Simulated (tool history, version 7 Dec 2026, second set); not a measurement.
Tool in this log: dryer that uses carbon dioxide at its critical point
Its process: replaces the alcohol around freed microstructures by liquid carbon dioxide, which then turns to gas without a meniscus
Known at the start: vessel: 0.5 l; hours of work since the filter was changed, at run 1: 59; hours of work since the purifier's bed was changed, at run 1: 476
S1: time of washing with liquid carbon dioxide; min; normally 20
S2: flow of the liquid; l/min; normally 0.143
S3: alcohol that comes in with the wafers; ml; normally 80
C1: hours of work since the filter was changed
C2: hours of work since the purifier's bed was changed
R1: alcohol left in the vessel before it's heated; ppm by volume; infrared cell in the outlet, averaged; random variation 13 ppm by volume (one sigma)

run   hour  S1     S2   S3   C1   C2    R1
  1    0.0  20  0.143   80   59  476   938
  2   12.7  20  0.141   80   64  481  1000
  3   29.9  20  0.141   80   70  487   968
  4   60.7  20  0.141   80   82  499  1025
  5   82.8  20  0.141   80   91  508  1037
  6  108.4  20  0.141   80  100  517  1048
  7  124.3  20  0.141   80  106  523  1057
  8  138.1  20  0.143   80  112  529   985
  9  156.8  20  0.143   80  119  536  1026
 10  179.2  20  0.143   33  127  544   442
 11  198.9  20  0.143   33  135  552   461
 12  228.0  20  0.143   33  146  563   471
 13  258.1  20  0.143   33  158  575   473
 14  282.7  20  0.143   33  167  584   494
 15  308.5  20  0.143   77  177  594  1041
 16  329.8  20  0.143   77  185  602  1045
 17  346.9  20  0.143   40  192  609   578
 18  360.6  20  0.114   80  197  614  3014
 19  386.5  20  0.143   51  207  624   725
 20  401.9  14  0.090   25  213  630  5608
 21  416.8  23  0.231   36  218  635    68
 22  442.4  14  0.231  104  228  645   792
 23  469.8  28  0.211   90  239  656    75
 24  498.8  24  0.106   37  250  667   975
 25  526.4  16  0.125   73  260  677  4637
 26  551.8  16  0.238   73  270  687   271
 27  573.1  27  0.238   49  278  695    61
 28  599.2  14  0.206   36  288  705   567
 29  612.1  14  0.206   36  293  710   577
 30  635.0  14  0.206   38  302  719   619
 31  664.3  14  0.206   38  313  730   616
 32  694.8  21  0.184   80  325  742   300
 33  722.9  30  0.101   52  336  753   687
 34  738.8  30  0.101   52  342  759   689
     756.4  -- purifier's bed changed
 35  759.3  15  0.125   21  348    1  1737
 36  780.3  20  0.143  107  356    9  1681
 37  806.0  20  0.126  107  366   19  3046
 38  832.1  18  0.143   80  376   29  2042

For each entry between runs, how does the tool's hidden state at the last listed run before it compare with that at the first listed run after it?
In the gap between runs 34 and 35: purifier's bed changed (hour 756.4)
  flow that reaches the vessel past the clogged filter, %: 92 -> 91.9; alcohol in the recycled carbon dioxide, ppm: 75.5 -> 6
  measured minus no-state result, R1: +292 -> +426 ppm by volume

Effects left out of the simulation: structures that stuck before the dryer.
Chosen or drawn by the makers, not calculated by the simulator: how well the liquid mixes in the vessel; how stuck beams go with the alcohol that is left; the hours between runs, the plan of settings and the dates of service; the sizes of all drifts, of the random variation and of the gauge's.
